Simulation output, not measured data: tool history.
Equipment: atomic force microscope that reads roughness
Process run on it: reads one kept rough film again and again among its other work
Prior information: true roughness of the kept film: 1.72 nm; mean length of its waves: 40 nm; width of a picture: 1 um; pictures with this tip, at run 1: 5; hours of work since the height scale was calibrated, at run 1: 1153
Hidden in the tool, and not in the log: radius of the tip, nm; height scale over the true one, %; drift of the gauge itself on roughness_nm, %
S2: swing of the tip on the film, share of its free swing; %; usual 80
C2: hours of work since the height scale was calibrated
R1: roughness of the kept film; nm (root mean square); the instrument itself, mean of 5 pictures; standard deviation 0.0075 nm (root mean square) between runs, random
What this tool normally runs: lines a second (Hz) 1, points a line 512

{"run": 1, "hour": 0.0, "lines a second (Hz)": 1, "S2": 80, "points a line": 512, "pictures with this tip": 5, "C2": 1153, "R1": 1.582}
{"hour": 44.8, "done": "new tip fitted"}
{"run": 2, "hour": 53.0, "lines a second (Hz)": 1, "S2": 80, "points a line": 512, "pictures with this tip": 13, "C2": 1187, "R1": 1.557}
{"run": 3, "hour": 90.2, "lines a second (Hz)": 1, "S2": 80, "points a line": 512, "pictures with this tip": 75, "C2": 1212, "R1": 1.45}
{"hour": 95.5, "done": "new tip fitted"}
{"hour": 142.1, "done": "new tip fitted"}
{"run": 4, "hour": 156.8, "lines a second (Hz)": 1, "S2": 80, "points a line": 512, "pictures with this tip": 24, "C2": 1255, "R1": 1.54}
{"hour": 191.2, "done": "new tip fitted"}
{"run": 5, "hour": 213.1, "lines a second (Hz)": 1, "S2": 80, "points a line": 512, "pictures with this tip": 37, "C2": 1291, "R1": 1.506}
{"hour": 242.5, "done": "new tip fitted"}
{"run": 6, "hour": 274.8, "lines a second (Hz)": 1, "S2": 80, "points a line": 512, "pictures with this tip": 53, "C2": 1331, "R1": 1.495}
{"hour": 291.4, "done": "new tip fitted"}
{"run": 7, "hour": 307.6, "lines a second (Hz)": 1, "S2": 80, "points a line": 512, "pictures with this tip": 27, "C2": 1352, "R1": 1.554}
{"hour": 343.4, "done": "new tip fitted"}
{"run": 8, "hour": 358.3, "lines a second (Hz)": 1, "S2": 80, "points a line": 512, "pictures with this tip": 24, "C2": 1385, "R1": 1.541}
{"hour": 390.5, "done": "new tip fitted"}
{"run": 9, "hour": 410.5, "lines a second (Hz)": 1, "S2": 80, "points a line": 512, "pictures with this tip": 33, "C2": 1419, "R1": 1.544}
{"hour": 437.2, "done": "new tip fitted"}
{"run": 10, "hour": 453.5, "lines a second (Hz)": 1, "S2": 80, "points a line": 512, "pictures with this tip": 27, "C2": 1447, "R1": 1.533}
{"hour": 484.9, "done": "new tip fitted"}
{"run": 11, "hour": 489.9, "lines a second (Hz)": 1, "S2": 80, "points a line": 512, "pictures with this tip": 8, "C2": 1470, "R1": 1.585}
{"hour": 534.9, "done": "new tip fitted"}
{"run": 12, "hour": 549.9, "lines a second (Hz)": 1, "S2": 80, "points a line": 512, "pictures with this tip": 25, "C2": 1509, "R1": 1.559}
{"hour": 582.3, "done": "new tip fitted"}
{"run": 13, "hour": 624.9, "lines a second (Hz)": 1, "S2": 80, "points a line": 512, "pictures with this tip": 71, "C2": 1558, "R1": 1.463}
{"hour": 629.8, "done": "new tip fitted"}
{"run": 14, "hour": 670.5, "lines a second (Hz)": 1, "S2": 80, "points a line": 512, "pictures with this tip": 68, "C2": 1587, "R1": 1.482}
{"hour": 676.6, "done": "new tip fitted"}
{"hour": 725.9, "done": "new tip fitted"}
{"run": 15, "hour": 730.6, "lines a second (Hz)": 0.68, "S2": 80, "points a line": 512, "pictures with this tip": 8, "C2": 1626, "R1": 1.626}
{"hour": 773.6, "done": "new tip fitted"}
{"run": 16, "hour": 779.5, "lines a second (Hz)": 0.68, "S2": 73, "points a line": 512, "pictures with this tip": 10, "C2": 1658, "R1": 1.617}
{"hour": 822.2, "done": "new tip fitted"}
{"run": 17, "hour": 839.9, "lines a second (Hz)": 1, "S2": 80, "points a line": 356, "pictures with this tip": 30, "C2": 1697, "R1": 1.531}
{"hour": 873.6, "done": "new tip fitted"}
{"run": 18, "hour": 894.9, "lines a second (Hz)": 1, "S2": 80, "points a line": 512, "pictures with this tip": 35, "C2": 1732, "R1": 1.522}
{"hour": 921.9, "done": "new tip fitted"}
{"run": 19, "hour": 946.4, "lines a second (Hz)": 1, "S2": 80, "points a line": 512, "pictures with this tip": 41, "C2": 1766, "R1": 1.528}
{"hour": 968.5, "done": "new tip fitted"}
{"hour": 1015.3, "done": "new tip fitted"}
{"run": 20, "hour": 1021.4, "lines a second (Hz)": 1, "S2": 80, "points a line": 512, "pictures with this tip": 10, "C2": 1814, "R1": 1.589}
{"hour": 1029.3, "done": "height scale calibrated on a step standard"}
{"hour": 1069.2, "done": "new tip fitted"}
{"run": 21, "hour": 1073.3, "lines a second (Hz)": 1, "S2": 80, "points a line": 512, "pictures with this tip": 6, "C2": 28, "R1": 1.614}
{"hour": 1116.9, "done": "new tip fitted"}
{"run": 22, "hour": 1134.7, "lines a second (Hz)": 1, "S2": 80, "points a line": 512, "pictures with this tip": 29, "C2": 68, "R1": 1.55}
{"hour": 1165.1, "done": "new tip fitted"}
{"run": 23, "hour": 1206.9, "lines a second (Hz)": 1, "S2": 80, "points a line": 512, "pictures with this tip": 70, "C2": 115, "R1": 1.467}
{"hour": 1213.0, "done": "new tip fitted"}
{"run": 24, "hour": 1239.9, "lines a second (Hz)": 1, "S2": 80, "points a line": 512, "pictures with this tip": 45, "C2": 136, "R1": 1.53}
{"hour": 1262.6, "done": "new tip fitted"}
{"hour": 1311.6, "done": "new tip fitted"}
{"run": 25, "hour": 1311.6, "lines a second (Hz)": 0.61, "S2": 80, "points a line": 404, "pictures with this tip": 0, "C2": 183, "R1": 1.639}
{"hour": 1347.1, "done": "height scale calibrated on a step standard, once more"}
{"run": 26, "hour": 1347.1, "lines a second (Hz)": 0.61, "S2": 80, "points a line": 404, "pictures with this tip": 57, "C2": 0, "R1": 1.501}
{"hour": 1359.6, "done": "new tip fitted"}
{"run": 27, "hour": 1398.0, "lines a second (Hz)": 3.23, "S2": 60, "points a line": 453, "pictures with this tip": 64, "C2": 33, "R1": 1.451}
{"hour": 1408.5, "done": "new tip fitted"}
{"hour": 1456.1, "done": "new tip fitted"}
{"run": 28, "hour": 1456.1, "lines a second (Hz)": 3.23, "S2": 60, "points a line": 453, "pictures with this tip": 0, "C2": 70, "R1": 1.576}
{"hour": 1505.6, "done": "new tip fitted"}
{"run": 29, "hour": 1510.5, "lines a second (Hz)": 1.09, "S2": 85, "points a line": 655, "pictures with this tip": 8, "C2": 106, "R1": 1.545}
{"hour": 1554.7, "done": "new tip fitted"}
{"run": 30, "hour": 1574.6, "lines a second (Hz)": 3.42, "S2": 85, "points a line": 655, "pictures with this tip": 33, "C2": 147, "R1": 1.339}
{"hour": 1601.7, "done": "new tip fitted"}
{"run": 31, "hour": 1628.9, "lines a second (Hz)": 2.18, "S2": 85, "points a line": 655, "pictures with this tip": 45, "C2": 182, "R1": 1.403}
{"hour": 1654.3, "done": "new tip fitted"}
{"hour": 1705.0, "done": "new tip fitted"}
{"run": 32, "hour": 1706.6, "lines a second (Hz)": 2.18, "S2": 82, "points a line": 692, "pictures with this tip": 3, "C2": 232, "R1": 1.492}
{"hour": 1757.8, "done": "new tip fitted"}
{"run": 33, "hour": 1776.4, "lines a second (Hz)": 2.18, "S2": 82, "points a line": 692, "pictures with this tip": 30, "C2": 278, "R1": 1.436}
{"hour": 1805.0, "done": "new tip fitted"}
{"run": 34, "hour": 1827.9, "lines a second (Hz)": 0.74, "S2": 89, "points a line": 955, "pictures with this tip": 38, "C2": 311, "R1": 1.489}
{"hour": 1857.2, "done": "new tip fitted"}
{"run": 35, "hour": 1901.5, "lines a second (Hz)": 0.74, "S2": 89, "points a line": 955, "pictures with this tip": 74, "C2": 359, "R1": 1.429}
{"hour": 1907.5, "done": "new tip fitted"}
{"run": 36, "hour": 1934.8, "lines a second (Hz)": 1.86, "S2": 71, "points a line": 357, "pictures with this tip": 45, "C2": 380, "R1": 1.472}
{"hour": 1957.0, "done": "new tip fitted"}
{"hour": 2005.6, "done": "new tip fitted"}
{"run": 37, "hour": 2005.6, "lines a second (Hz)": 1.86, "S2": 71, "points a line": 357, "pictures with this tip": 0, "C2": 426, "R1": 1.553}
{"hour": 2054.6, "done": "new tip fitted"}
{"run": 38, "hour": 2054.6, "lines a second (Hz)": 1, "S2": 71, "points a line": 512, "pictures with this tip": 0, "C2": 458, "R1": 1.595}
{"hour": 2104.2, "done": "new tip fitted"}
{"run": 39, "hour": 2125.4, "lines a second (Hz)": 3.89, "S2": 71, "points a line": 666, "pictures with this tip": 35, "C2": 504, "R1": 1.449}
{"hour": 2156.3, "done": "new tip fitted"}
{"run": 40, "hour": 2196.9, "lines a second (Hz)": 1.83, "S2": 62, "points a line": 666, "pictures with this tip": 67, "C2": 550, "R1": 1.495}
{"hour": 2204.0, "done": "new tip fitted"}
{"run": 41, "hour": 2238.6, "lines a second (Hz)": 0.56, "S2": 89, "points a line": 666, "pictures with this tip": 57, "C2": 577, "R1": 1.493}
{"hour": 2253.9, "done": "new tip fitted"}
{"run": 42, "hour": 2283.6, "lines a second (Hz)": 0.56, "S2": 89, "points a line": 666, "pictures with this tip": 49, "C2": 606, "R1": 1.516}
{"hour": 2302.2, "done": "new tip fitted"}
{"run": 43, "hour": 2347.6, "lines a second (Hz)": 0.56, "S2": 89, "points a line": 666, "pictures with this tip": 76, "C2": 648, "R1": 1.446}
{"hour": 2354.7, "done": "new tip fitted"}
{"run": 44, "hour": 2380.5, "lines a second (Hz)": 0.61, "S2": 87, "points a line": 371, "pictures with this tip": 43, "C2": 669, "R1": 1.507}
{"hour": 2405.5, "done": "new tip fitted"}
{"run": 45, "hour": 2414.5, "lines a second (Hz)": 2.18, "S2": 64, "points a line": 408, "pictures with this tip": 15, "C2": 691, "R1": 1.567}
{"run": 46, "hour": 2448.4, "lines a second (Hz)": 2.18, "S2": 64, "points a line": 408, "pictures with this tip": 71, "C2": 713, "R1": 1.456}
{"hour": 2455.2, "done": "new tip fitted"}
{"hour": 2505.4, "done": "new tip fitted"}
{"run": 47, "hour": 2511.8, "lines a second (Hz)": 2.28, "S2": 65, "points a line": 697, "pictures with this tip": 11, "C2": 754, "R1": 1.562}

Predict each of these 5 candidate next runs independently; none follows another, all start after run 47:
{"hour": 2557.5, "done": "new tip fitted"}
{"run": "A", "hour": 2589.0, "lines a second (Hz)": 1.14, "S2": 63, "points a line": 295, "pictures with this tip": 52, "C2": 804, "R1": "?"}
{"hour": 2557.5, "done": "new tip fitted"}
{"run": "B", "hour": 2589.0, "lines a second (Hz)": 2.07, "S2": 62, "points a line": 602, "pictures with this tip": 52, "C2": 804, "R1": "?"}
{"hour": 2557.5, "done": "new tip fitted"}
{"run": "C", "hour": 2589.0, "lines a second (Hz)": 0.74, "S2": 70, "points a line": 646, "pictures with this tip": 52, "C2": 804, "R1": "?"}
{"hour": 2557.5, "done": "new tip fitted"}
{"run": "D", "hour": 2589.0, "lines a second (Hz)": 0.98, "S2": 80, "points a line": 886, "pictures with this tip": 52, "C2": 804, "R1": "?"}
{"hour": 2557.5, "done": "new tip fitted"}
{"run": "E", "hour": 2589.0, "lines a second (Hz)": 0.93, "S2": 71, "points a line": 697, "pictures with this tip": 52, "C2": 804, "R1": "?"}

run=A R1=1.534
run=B R1=1.525
run=C R1=1.51
run=D R1=1.501
run=E R1=1.527
Without the tool's unlogged condition, the same runs would have read:
run=A R1=1.62
run=B R1=1.61
run=C R1=1.595
run=D R1=1.585
run=E R1=1.612

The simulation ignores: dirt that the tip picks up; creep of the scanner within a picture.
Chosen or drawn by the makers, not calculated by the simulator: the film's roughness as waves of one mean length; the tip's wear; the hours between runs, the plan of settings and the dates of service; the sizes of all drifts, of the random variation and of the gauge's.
